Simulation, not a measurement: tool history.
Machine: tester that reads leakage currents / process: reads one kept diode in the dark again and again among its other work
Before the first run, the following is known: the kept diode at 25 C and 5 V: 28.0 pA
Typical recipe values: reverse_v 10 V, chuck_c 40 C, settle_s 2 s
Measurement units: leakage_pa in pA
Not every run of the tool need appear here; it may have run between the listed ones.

| run | hour | reverse_v | chuck_c | settle_s | leakage_pa |
|---|---|---|---|---|---|
| 1 | 0 | 10 | 40 | 2 | 138.31 |
| 2 | 209.7 | 10 | 40 | 2 | 138.61 |
|  | 308.7 | chuck's temperature calibrated |
| 3 | 383 | 10 | 40 | 2 | 137.97 |
| 4 | 485.9 | 10 | 40 | 0.34 | 139.26 |
| 5 | 644.3 | 10 | 40 | 2 | 137.59 |
| 6 | 805.6 | 10 | 40 | 2 | 138.23 |
| 7 | 975.1 | 10 | 53 | 2 | 361.87 |
|  | 1052.9 | probe card cleaned and baked |
| 8 | 1172.9 | 3.4 | 40 | 2 | 77.65 |
| 9 | 1330.2 | 3.4 | 40 | 2 | 77.04 |
| 10 | 1449.3 | 10 | 40 | 2 | 137.79 |
| 11 | 1604.5 | 10 | 40 | 2 | 138.17 |
| 12 | 1800 | 10 | 41 | 0.37 | 151.1 |
| 13 | 1977.9 | 2.1 | 41 | 0.59 | 64.3 |
| 14 | 2187.4 | 2.1 | 41 | 0.59 | 64.44 |
|  | 2349.1 | tester calibrated |
| 15 | 2381 | 2.1 | 41 | 0.59 | 64.5 |

Run 16 is up next; what results do you expect?
| 16 | 2543.8 | 2.1 | 41 | 0.59 | ? |

Run 16 gave leakage_pa 64.64 pA.
If the tool had no hidden condition, the same run with the same run-to-run variation would have returned leakage_pa 64.61 pA.
